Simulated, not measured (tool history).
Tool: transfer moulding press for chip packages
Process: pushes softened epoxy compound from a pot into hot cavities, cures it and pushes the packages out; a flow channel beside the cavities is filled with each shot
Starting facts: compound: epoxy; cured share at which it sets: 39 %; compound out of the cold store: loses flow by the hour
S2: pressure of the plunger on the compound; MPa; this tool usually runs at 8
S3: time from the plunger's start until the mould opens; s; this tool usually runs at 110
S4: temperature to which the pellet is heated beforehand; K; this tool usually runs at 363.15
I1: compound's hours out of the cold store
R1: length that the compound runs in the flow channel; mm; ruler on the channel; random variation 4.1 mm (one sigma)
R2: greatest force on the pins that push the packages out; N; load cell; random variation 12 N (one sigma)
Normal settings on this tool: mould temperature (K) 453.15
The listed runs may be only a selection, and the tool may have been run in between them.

{"run": 1, "hour": 0.0, "mould temperature (K)": 453.15, "S2": 8, "S3": 110, "S4": 363.15, "I1": 42.1, "R1": 816, "R2": 548}
{"run": 2, "hour": 5.2, "mould temperature (K)": 453.15, "S2": 8, "S3": 110, "S4": 363.15, "I1": 23.0, "R1": 866, "R2": 601}
{"run": 3, "hour": 10.0, "mould temperature (K)": 453.15, "S2": 8, "S3": 110, "S4": 363.15, "I1": 47.0, "R1": 792, "R2": 613}
{"run": 4, "hour": 17.0, "mould temperature (K)": 453.15, "S2": 8, "S3": 110, "S4": 363.15, "I1": 30.4, "R1": 841, "R2": 661}
{"run": 5, "hour": 27.1, "mould temperature (K)": 453.15, "S2": 8, "S3": 110, "S4": 363.15, "I1": 29.5, "R1": 845, "R2": 710}
{"run": 6, "hour": 37.0, "mould temperature (K)": 453.15, "S2": 8, "S3": 110, "S4": 363.15, "I1": 42.5, "R1": 804, "R2": 751}

Run 7 has not been measured yet. What should we expect?
{"run": 7, "hour": 47.5, "mould temperature (K)": 453.15, "S2": 8, "S3": 110, "S4": 363.15, "I1": 25.3, "R1": "?", "R2": "?"}

R1: 860 mm
R2: 807 N
Had the tool carried no hidden state, the very same run would have given R1 886 mm, R2 552 N.

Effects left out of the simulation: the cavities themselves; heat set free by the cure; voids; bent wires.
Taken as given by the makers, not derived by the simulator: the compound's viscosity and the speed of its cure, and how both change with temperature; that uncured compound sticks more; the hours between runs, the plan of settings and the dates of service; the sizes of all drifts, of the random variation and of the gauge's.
